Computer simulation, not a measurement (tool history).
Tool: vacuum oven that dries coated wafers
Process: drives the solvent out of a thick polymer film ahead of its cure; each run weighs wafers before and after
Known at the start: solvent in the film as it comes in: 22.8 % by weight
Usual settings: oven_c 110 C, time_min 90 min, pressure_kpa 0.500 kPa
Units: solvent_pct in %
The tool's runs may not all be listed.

Run 1, hour 0.0: usual settings. Result: solvent_pct 1.20 %.
Run 2, hour 19.5: usual settings. Result: solvent_pct 1.17 %.
Run 3, hour 37.4: usual settings. Result: solvent_pct 1.20 %.
Run 4, hour 50.3: usual settings. Result: solvent_pct 1.20 %.
Run 5, hour 75.3: usual settings. Result: solvent_pct 1.18 %.
Run 6, hour 97.5: usual settings. Result: solvent_pct 1.17 %.
Run 7, hour 110.0: usual settings. Result: solvent_pct 1.24 %.
Run 8, hour 132.5: usual settings but oven_c 105 C. Result: solvent_pct 1.84 %.
Run 9, hour 153.0: usual settings. Result: solvent_pct 1.26 %.
Run 10, hour 170.8: usual settings. Result: solvent_pct 1.21 %.
Run 11, hour 188.3: usual settings. Result: solvent_pct 1.20 %.
Run 12, hour 200.2: usual settings. Result: solvent_pct 1.23 %.
Run 13, hour 220.7: usual settings. Result: solvent_pct 1.26 %.
Run 14, hour 236.7: usual settings but oven_c 101 C, time_min 58 min, pressure_kpa 0.275 kPa. Result: solvent_pct 4.50 %.
At hour 239.4: vacuum gauge cleaned of residue and calibrated.
Run 15, hour 250.9: usual settings but time_min 59 min. Result: solvent_pct 2.66 %.
Run 16, hour 277.5: usual settings but oven_c 103 C, time_min 71 min, pressure_kpa 0.293 kPa. Result: solvent_pct 2.96 %.
At hour 288.9: vacuum gauge cleaned of residue and calibrated, once more.
Run 17, hour 299.8: usual settings but oven_c 103 C, time_min 71 min, pressure_kpa 0.293 kPa. Result: solvent_pct 2.70 %.
Run 18, hour 315.5: usual settings but oven_c 122 C, time_min 54 min, pressure_kpa 0.291 kPa. Result: solvent_pct 1.03 %.
Run 19, hour 330.7: usual settings but oven_c 103 C, time_min 101 min, pressure_kpa 1.734 kPa. Result: solvent_pct 2.61 %.
Run 20, hour 357.6: usual settings but time_min 81 min, pressure_kpa 0.389 kPa. Result: solvent_pct 1.21 %.
Run 21, hour 372.2: usual settings but oven_c 119 C, time_min 81 min, pressure_kpa 1.230 kPa. Result: solvent_pct 0.94 %.
Run 22, hour 390.8: usual settings but oven_c 119 C, time_min 81 min, pressure_kpa 1.230 kPa. Result: solvent_pct 0.90 %.
Run 23, hour 411.9: usual settings but oven_c 120 C, time_min 144 min, pressure_kpa 1.291 kPa. Result: solvent_pct 0.67 %.
Run 24, hour 423.6: usual settings but pressure_kpa 0.389 kPa. Result: solvent_pct 1.01 %.

Measured less the same run without the tool's hidden state. The same run-to-run variation is in both; the gauge's scatter may not be:
The hidden state here: true wafer temperature over the reading, C; true pressure over the reading, kPa; drift of the gauge itself on solvent_pct, %.
run  solvent_pct
  1        +0.10
  2        +0.11
  3        +0.11
  4        +0.11
  5        +0.11
  6        +0.11
  7        +0.12
  8        +0.11
  9        +0.11
 10        +0.11
 11        +0.12
 12        +0.12
 13        +0.12
 14        +0.05
 15        +0.12
 16        +0.16
 17        -0.11
 18        -0.05
 19        -0.09
 20        -0.06
 21        -0.03
 22        -0.03
 23        +0.00
 24        -0.04
